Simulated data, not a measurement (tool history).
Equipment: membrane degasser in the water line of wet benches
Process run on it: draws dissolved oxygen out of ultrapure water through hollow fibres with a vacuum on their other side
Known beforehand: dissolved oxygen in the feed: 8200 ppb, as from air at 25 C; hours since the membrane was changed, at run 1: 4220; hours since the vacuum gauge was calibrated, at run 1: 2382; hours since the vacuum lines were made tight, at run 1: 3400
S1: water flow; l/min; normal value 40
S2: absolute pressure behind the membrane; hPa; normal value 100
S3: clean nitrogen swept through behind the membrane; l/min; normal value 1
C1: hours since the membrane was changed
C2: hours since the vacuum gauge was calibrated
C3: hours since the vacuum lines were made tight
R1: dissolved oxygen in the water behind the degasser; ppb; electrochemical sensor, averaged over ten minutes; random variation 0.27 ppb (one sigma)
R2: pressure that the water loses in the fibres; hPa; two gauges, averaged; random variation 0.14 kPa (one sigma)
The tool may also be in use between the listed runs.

run	day	S1	S2	S3	C1	C2	C3	R1	R2
1	0	40	100	1	4220	2382	3400	518.8	491.9
2	6.758	40	100	1	4383	2544	3562	519	492
3	14.742	45	100	1	4574	2736	3753	568.1	550.6
4	23.717	55	100	1	4790	2951	3969	660.6	672.3
5	33.6	55	100	1	5027	3188	4206	661	675.6
# day 41.446: vacuum gauge calibrated
6	42.046	55	100	1	5229	14	4408	661	672.3
7	47.45	55	100	1	5359	144	4538	660.7	671.4
8	54.454	55	100	1	5527	312	4706	660.9	668.9
9	64.583	35	100	1	5770	555	4949	467.1	426.8
10	72.004	40	100	1	5948	733	5127	519.3	486.1
11	77.504	40	100	2.51	6080	865	5259	242.4	490.5
12	82.642	40	156	1	6203	989	5383	907	486.1
13	86.762	30	100	1	6302	1088	5481	413.2	366.5
14	94.933	57	100	1	6498	1284	5678	677.5	693.1
15	100.171	28	168	1.63	6624	1409	5803	501.1	341
16	109.512	28	168	1.63	6848	1634	6027	501.5	339.5
17	117.017	28	168	1.63	7028	1814	6208	500.7	341.6
18	121.721	64	199	0.48	7141	1927	6320	2468.7	775.9
19	126.858	64	67	0.73	7265	2050	6444	487.8	774.8
20	133.608	40	100	1.03	7427	2212	6606	507.1	488.2
21	140.296	28	82	1	7587	2372	6766	290	338.8
22	148.267	35	126	0.42	7778	2564	6958	1163.8	426.7
23	157.088	48	74	2.95	7990	2775	7169	156.8	577.4
24	165.45	40	100	1.98	8191	2976	7370	298.1	481.5
25	175.192	40	100	1.98	8425	3210	7604	298	483
26	181.008	40	100	1.98	8564	3350	7743	297.8	480.8
# day 182.233: vacuum gauge calibrated
27	190.15	29	227	1	8783	190	7962	1067.1	349.7

Take each entry between the runs: how does the hidden state at the last listed run before it differ from the hidden state at the first listed run after it?
After run 5, before run 6: vacuum gauge calibrated (day 41.446)
  drift of the gauge itself on loss_of_pressure_kpa, %: -0.32 -> -0.4
  measured less the result without the state, R2: -2.1 -> -2.6 hPa
After run 26, before run 27: vacuum gauge calibrated (day 182.233)
  drift of the gauge itself on loss_of_pressure_kpa, %: -1.71 -> -1.8
  measured less the result without the state, R2: -8.3 -> -6.3 hPa
